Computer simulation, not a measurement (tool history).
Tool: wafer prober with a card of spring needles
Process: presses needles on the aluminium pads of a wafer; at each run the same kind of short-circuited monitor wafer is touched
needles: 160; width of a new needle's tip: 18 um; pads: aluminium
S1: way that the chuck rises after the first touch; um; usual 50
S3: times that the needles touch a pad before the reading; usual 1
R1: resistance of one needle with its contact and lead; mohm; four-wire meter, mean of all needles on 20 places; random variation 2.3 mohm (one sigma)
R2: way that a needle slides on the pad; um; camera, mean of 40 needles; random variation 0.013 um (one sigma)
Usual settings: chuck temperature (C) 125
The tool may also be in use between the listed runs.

Run 1, hour 0: usual settings. Result: R1 301 mohm, R2 6 um.
Run 2, hour 35.3: usual settings. Result: R1 373 mohm, R2 5.95 um.
Run 3, hour 73.3: usual settings but S3 2. Result: R1 347 mohm, R2 5.93 um.
Run 4, hour 91.6: usual settings. Result: R1 274 mohm, R2 5.94 um.
Run 5, hour 115: usual settings but S1 55 um. Result: R1 333 mohm, R2 6.54 um.
Run 6, hour 152.3: usual settings but S1 55 um. Result: R1 320 mohm, R2 6.51 um.
Run 7, hour 184.8: usual settings but S1 46 um. Result: R1 272 mohm, R2 5.41 um.
Run 8, hour 221.8: usual settings but S1 46 um. Result: R1 402 mohm, R2 5.4 um.
Run 9, hour 245.6: usual settings but S1 37 um. Result: R1 372 mohm, R2 4.29 um.
Run 10, hour 268.8: usual settings but S1 37 um. Result: R1 477 mohm, R2 4.27 um.
Run 11, hour 302.4: usual settings but chuck temperature (C) 57. Result: R1 326 mohm, R2 5.87 um.
Run 12, hour 327.4: usual settings but chuck temperature (C) 57. Result: R1 378 mohm, R2 5.87 um.
Run 13, hour 348.3: usual settings. Result: R1 323 mohm, R2 5.84 um.
Run 14, hour 386.2: usual settings but S1 58 um. Result: R1 274 mohm, R2 6.78 um.
Run 15, hour 421.5: usual settings but S1 58 um. Result: R1 336 mohm, R2 7.04 um.
Run 16, hour 447.9: usual settings but S1 58 um. Result: R1 310 mohm, R2 7.02 um.
Run 17, hour 468.5: usual settings but S1 58 um. Result: R1 334 mohm, R2 7.02 um.
Run 18, hour 504.4: usual settings but S1 58 um. Result: R1 321 mohm, R2 7.03 um.
Run 19, hour 538.3: usual settings but chuck temperature (C) 42, S3 2. Result: R1 270 mohm, R2 6.01 um.
Run 20, hour 560.5: usual settings but chuck temperature (C) 42, S3 2. Result: R1 311 mohm, R2 6.01 um.
Run 21, hour 600.7: usual settings but chuck temperature (C) 42, S3 2. Result: R1 291 mohm, R2 6.02 um.
Run 22, hour 618.6: usual settings but S1 32 um, chuck temperature (C) 29, S3 2. Result: R1 437 mohm, R2 3.82 um.
Run 23, hour 639.1: usual settings but chuck temperature (C) 68, S3 2. Result: R1 281 mohm, R2 5.99 um.
Run 24, hour 659.7: usual settings but S1 48 um, chuck temperature (C) 61, S3 2. Result: R1 308 mohm, R2 5.75 um.
Run 25, hour 678.9: usual settings but S1 56 um, chuck temperature (C) 114, S3 2. Result: R1 260 mohm, R2 6.7 um.
Run 26, hour 696.6: usual settings but S1 48 um, chuck temperature (C) 26. Result: R1 342 mohm, R2 5.75 um.
Run 27, hour 714.9: usual settings but S1 40 um, chuck temperature (C) 110, S3 2. Result: R1 374 mohm, R2 4.77 um.
Run 28, hour 737.8: usual settings but S1 40 um, chuck temperature (C) 45, S3 2. Result: R1 301 mohm, R2 4.77 um.
Run 29, hour 762.3: usual settings but S1 42 um, chuck temperature (C) 56, S3 2. Result: R1 352 mohm, R2 4.99 um.
Run 30, hour 790.1: usual settings but S1 42 um, chuck temperature (C) 56, S3 2. Result: R1 305 mohm, R2 4.99 um.
Run 31, hour 826.7: usual settings but S1 42 um, chuck temperature (C) 56, S3 2. Result: R1 253 mohm, R2 4.98 um.
Run 32, hour 866.8: usual settings but chuck temperature (C) 88. Result: R1 377 mohm, R2 5.92 um.
Run 33, hour 901.2: usual settings but S1 42 um, chuck temperature (C) 66, S3 2. Result: R1 334 mohm, R2 4.94 um.
Run 34, hour 941.8: usual settings but S1 65 um, chuck temperature (C) 85. Result: R1 298 mohm, R2 7.74 um.

Not shown: 20 entries that the log had between the listed runs. Between which runs, and how does the tool's hidden state differ before and after?
Between runs 2 and 3: tips cleaned on abrasive film (hour 42.1)
  debris on the tips, nm: 176.9 -> 220.2; way that the needles fall short of the set height, um: 0.74 -> 1.09; tips' diameter, um: 18.82 -> 18.95
  measured less the result without the state, R1: +120 -> +93 mohm; R2: -0.09 -> -0.13 um
Between runs 3 and 4: tips cleaned on abrasive film (hour 91.6)
  debris on the tips, nm: 220.2 -> 24; way that the needles fall short of the set height, um: 1.09 -> 1.21; tips' diameter, um: 18.95 -> 18.99
  measured less the result without the state, R1: +93 -> +19 mohm; R2: -0.13 -> -0.15 um
Between runs 5 and 6: tips cleaned on abrasive film, once more (hour 134.8)
  debris on the tips, nm: 135.4 -> 108.6; way that the needles fall short of the set height, um: 1.21 -> 1.34; tips' diameter, um: 18.99 -> 19.03
  measured less the result without the state, R1: +80 -> +65 mohm; R2: -0.15 -> -0.16 um
Between runs 6 and 7: tips cleaned on abrasive film (hour 184.3)
  debris on the tips, nm: 108.6 -> 11.5; way that the needles fall short of the set height, um: 1.34 -> 1.48; tips' diameter, um: 19.03 -> 19.08
  measured less the result without the state, R1: +65 -> +12 mohm; R2: -0.16 -> -0.17 um
Between runs 8 and 9: tips cleaned on abrasive film (hour 233.8)
  debris on the tips, nm: 164.4 -> 82.6; way that the needles fall short of the set height, um: 1.48 -> 1.59; tips' diameter, um: 19.08 -> 19.12
  measured less the result without the state, R1: +142 -> +110 mohm; R2: -0.18 -> -0.19 um
Between runs 10 and 11: tips cleaned on abrasive film (hour 285.1)
  debris on the tips, nm: 162.9 -> 108.7; way that the needles fall short of the set height, um: 1.59 -> 1.72; tips' diameter, um: 19.12 -> 19.17
  measured less the result without the state, R1: +215 -> +90 mohm; R2: -0.19 -> -0.21 um
Between runs 12 and 13: tips cleaned on abrasive film (hour 334.1)
  debris on the tips, nm: 173 -> 89.7; way that the needles fall short of the set height, um: 1.72 -> 1.84; tips' diameter, um: 19.17 -> 19.21
  measured less the result without the state, R1: +142 -> +68 mohm; R2: -0.2 -> -0.23 um
Between runs 13 and 14: tips cleaned on abrasive film (hour 382.3)
  debris on the tips, nm: 89.7 -> 40; way that the needles fall short of the set height, um: 1.84 -> 1.93; tips' diameter, um: 19.21 -> 19.24
  measured less the result without the state, R1: +68 -> +24 mohm; R2: -0.23 -> -0.24 um
Between runs 14 and 15: height of the first contact set anew (hour 411.7)
  debris on the tips, nm: 40 -> 165.1; way that the needles fall short of the set height, um: 1.93 -> 0
  measured less the result without the state, R1: +24 -> +86 mohm; R2: -0.24 -> +0 um
Between runs 15 and 16: tips cleaned on abrasive film (hour 432)
  debris on the tips, nm: 165.1 -> 106.7; way that the needles fall short of the set height, um: 0 -> 0.12; tips' diameter, um: 19.24 -> 19.28
  measured less the result without the state, R1: +86 -> +57 mohm; R2: +0 -> -0.02 um
Between runs 17 and 18: tips cleaned on abrasive film (hour 480.1)
  debris on the tips, nm: 164.5 -> 135.5; way that the needles fall short of the set height, um: 0.12 -> 0.21; tips' diameter, um: 19.28 -> 19.32
  measured less the result without the state, R1: +86 -> +72 mohm; R2: -0.02 -> -0.03 um
Between runs 18 and 19: tips cleaned on abrasive film (hour 530.1)
  debris on the tips, nm: 135.5 -> 70.2; way that the needles fall short of the set height, um: 0.21 -> 0.34; tips' diameter, um: 19.32 -> 19.36
  measured less the result without the state, R1: +72 -> +36 mohm; R2: -0.03 -> -0.04 um
Between runs 20 and 21: tips cleaned on abrasive film (hour 580.1)
  debris on the tips, nm: 149 -> 118.1; way that the needles fall short of the set height, um: 0.34 -> 0.44; tips' diameter, um: 19.36 -> 19.4
  measured less the result without the state, R1: +74 -> +59 mohm; R2: -0.04 -> -0.05 um
Between runs 22 and 23: tips cleaned on abrasive film (hour 628.6)
  debris on the tips, nm: 166.8 -> 76; way that the needles fall short of the set height, um: 0.44 -> 0.57; tips' diameter, um: 19.4 -> 19.44
  measured less the result without the state, R1: +198 -> +38 mohm; R2: -0.05 -> -0.07 um
Between runs 24 and 25: tips cleaned on abrasive film (hour 677.6)
  debris on the tips, nm: 146.9 -> 26.8; way that the needles fall short of the set height, um: 0.57 -> 0.69; tips' diameter, um: 19.44 -> 19.48
  measured less the result without the state, R1: +75 -> +12 mohm; R2: -0.07 -> -0.09 um
Between runs 27 and 28: tips cleaned on abrasive film (hour 727.1)
  debris on the tips, nm: 169.2 -> 78.6; way that the needles fall short of the set height, um: 0.69 -> 0.78; tips' diameter, um: 19.48 -> 19.51
  measured less the result without the state, R1: +118 -> +63 mohm; R2: -0.09 -> -0.09 um
Between runs 29 and 30: tips cleaned on abrasive film (hour 777.7)
  debris on the tips, nm: 159.6 -> 93.1; way that the needles fall short of the set height, um: 0.78 -> 0.92; tips' diameter, um: 19.51 -> 19.56
  measured less the result without the state, R1: +112 -> +67 mohm; R2: -0.1 -> -0.11 um
Between runs 30 and 31: tips cleaned on abrasive film (hour 826.7)
  debris on the tips, nm: 93.1 -> 15.7; way that the needles fall short of the set height, um: 0.92 -> 1.03; tips' diameter, um: 19.56 -> 19.6
  measured less the result without the state, R1: +67 -> +14 mohm; R2: -0.11 -> -0.12 um
Between runs 32 and 33: tips cleaned on abrasive film (hour 876.6)
  debris on the tips, nm: 167.2 -> 130.9; way that the needles fall short of the set height, um: 1.03 -> 1.16; tips' diameter, um: 19.6 -> 19.65
  measured less the result without the state, R1: +133 -> +93 mohm; R2: -0.13 -> -0.14 um
Between runs 33 and 34: tips cleaned on abrasive film (hour 926.7)
  debris on the tips, nm: 130.9 -> 107.7; way that the needles fall short of the set height, um: 1.16 -> 1.26; tips' diameter, um: 19.65 -> 19.68
  measured less the result without the state, R1: +93 -> +55 mohm; R2: -0.14 -> -0.16 um
